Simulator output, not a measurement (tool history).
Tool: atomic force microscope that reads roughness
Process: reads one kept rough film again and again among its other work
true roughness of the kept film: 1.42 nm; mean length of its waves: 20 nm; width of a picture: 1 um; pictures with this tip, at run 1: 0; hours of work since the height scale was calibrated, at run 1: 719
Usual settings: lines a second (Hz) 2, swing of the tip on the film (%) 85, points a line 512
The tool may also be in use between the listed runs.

| run | hour | lines a second (Hz) | swing of the tip on the film (%) | points a line | pictures with this tip | hours of work since the height scale was calibrated | roughness of the kept film (nm (root mean square)) |
|---|---|---|---|---|---|---|---|
| 1 | 0 | 2 | 85 | 512 | 0 | 719 | 1.048 |
| 2 | 49.9 | 2 | 85 | 512 | 55 | 740 | 0.922 |
| 3 | 90.4 | 2 | 85 | 512 | 100 | 758 | 0.841 |
| 4 | 130.5 | 2 | 85 | 818 | 144 | 775 | 0.779 |
| 5 | 153.1 | 2 | 85 | 355 | 169 | 785 | 0.736 |
|  | 184 | new tip fitted |
| 6 | 193.5 | 2 | 85 | 355 | 10 | 802 | 1.016 |
| 7 | 236.7 | 1.57 | 85 | 512 | 58 | 821 | 0.941 |
| 8 | 261.6 | 2 | 85 | 583 | 85 | 832 | 0.866 |
| 9 | 308.1 | 2 | 74 | 512 | 136 | 852 | 0.835 |
| 10 | 334 | 2 | 85 | 512 | 165 | 863 | 0.749 |
| 11 | 362.7 | 2 | 85 | 512 | 197 | 875 | 0.716 |
|  | 370.1 | new tip fitted |
| 12 | 400.9 | 2 | 85 | 512 | 34 | 892 | 0.97 |
| 13 | 426.3 | 2 | 85 | 515 | 62 | 903 | 0.908 |
| 14 | 447.9 | 2 | 87 | 512 | 86 | 912 | 0.855 |
| 15 | 482.8 | 2.88 | 85 | 512 | 125 | 927 | 0.765 |
| 16 | 522.8 | 2 | 85 | 512 | 169 | 944 | 0.74 |
|  | 556.9 | new tip fitted |
| 17 | 569.4 | 2 | 85 | 512 | 13 | 964 | 1.016 |
| 18 | 619.3 | 2.31 | 85 | 512 | 68 | 986 | 0.871 |
| 19 | 640.4 | 1.52 | 86 | 262 | 92 | 995 | 0.855 |

Forecast run 20:
| 20 | 674.5 | 1.52 | 86 | 262 | 129 | 1010 | ? |

{"run 20": {"roughness of the kept film (nm (root mean square))": 0.793}}
Without the tool's hidden state the same run would have given roughness of the kept film (nm (root mean square)) 1.066.
